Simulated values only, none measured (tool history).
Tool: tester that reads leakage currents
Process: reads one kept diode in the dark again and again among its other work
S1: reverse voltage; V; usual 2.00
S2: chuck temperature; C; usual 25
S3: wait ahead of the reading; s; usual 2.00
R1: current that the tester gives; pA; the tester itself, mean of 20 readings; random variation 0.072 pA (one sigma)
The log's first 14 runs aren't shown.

run 15 hour=638.5 | S1=2.00 S2=55 S3=2.00 | R1=129.28
run 16 hour=692.9 | S1=2.00 S2=55 S3=2.00 | R1=129.18
run 17 hour=741.9 | S1=2.00 S2=44 S3=2.00 | R1=64.23
run 18 hour=802.8 | S1=2.00 S2=47 S3=2.00 | R1=77.84
run 19 hour=855.9 | S1=1.17 S2=29 S3=6.02 | R1=19.52
run 20 hour=899.5 | S1=2.18 S2=39 S3=0.39 | R1=48.92
run 21 hour=959.3 | S1=2.18 S2=39 S3=0.39 | R1=48.80
run 22 hour=990.9 | S1=2.18 S2=39 S3=0.39 | R1=48.40
run 23 hour=1038.9 | S1=2.00 S2=41 S3=0.57 | R1=53.34
-- hour=1046.4 probe card cleaned and baked
-- hour=1079.6 chuck's temperature calibrated
run 24 hour=1102.5 | S1=2.00 S2=41 S3=0.57 | R1=57.96
run 25 hour=1138.4 | S1=19.50 S2=47 S3=2.60 | R1=196.27
run 26 hour=1177.8 | S1=14.81 S2=35 S3=2.60 | R1=92.38
run 27 hour=1223.0 | S1=10.20 S2=46 S3=2.29 | R1=142.68
run 28 hour=1271.4 | S1=2.07 S2=25 S3=0.39 | R1=22.18
run 29 hour=1300.9 | S1=2.00 S2=29 S3=0.32 | R1=27.75
-- hour=1345.2 probe card cleaned and baked, once more
run 30 hour=1362.8 | S1=6.87 S2=23 S3=2.29 | R1=22.18
run 31 hour=1424.6 | S1=6.87 S2=22 S3=1.06 | R1=21.56
run 32 hour=1458.5 | S1=2.80 S2=54 S3=1.06 | R1=138.28
run 33 hour=1486.9 | S1=6.35 S2=34 S3=2.91 | R1=47.79

5 ways to go on from here, each from the tool as it stands after run 33. What would each give?
run A hour=1515.3 | S1=2.00 S2=23 S3=2.00 | R1=?
run B hour=1515.3 | S1=4.07 S2=27 S3=2.00 | R1=?
run C hour=1515.3 | S1=3.59 S2=34 S3=5.98 | R1=?
run D hour=1515.3 | S1=8.51 S2=34 S3=0.41 | R1=?
run E hour=1515.3 | S1=14.01 S2=25 S3=0.61 | R1=?

run=A R1=14.95
run=B R1=25.21
run=C R1=39.23
run=D R1=56.70
run=E R1=37.58
Without the tool's hidden state the same runs would have given:
run=A R1=15.13
run=B R1=25.44
run=C R1=39.78
run=D R1=57.09
run=E R1=37.18
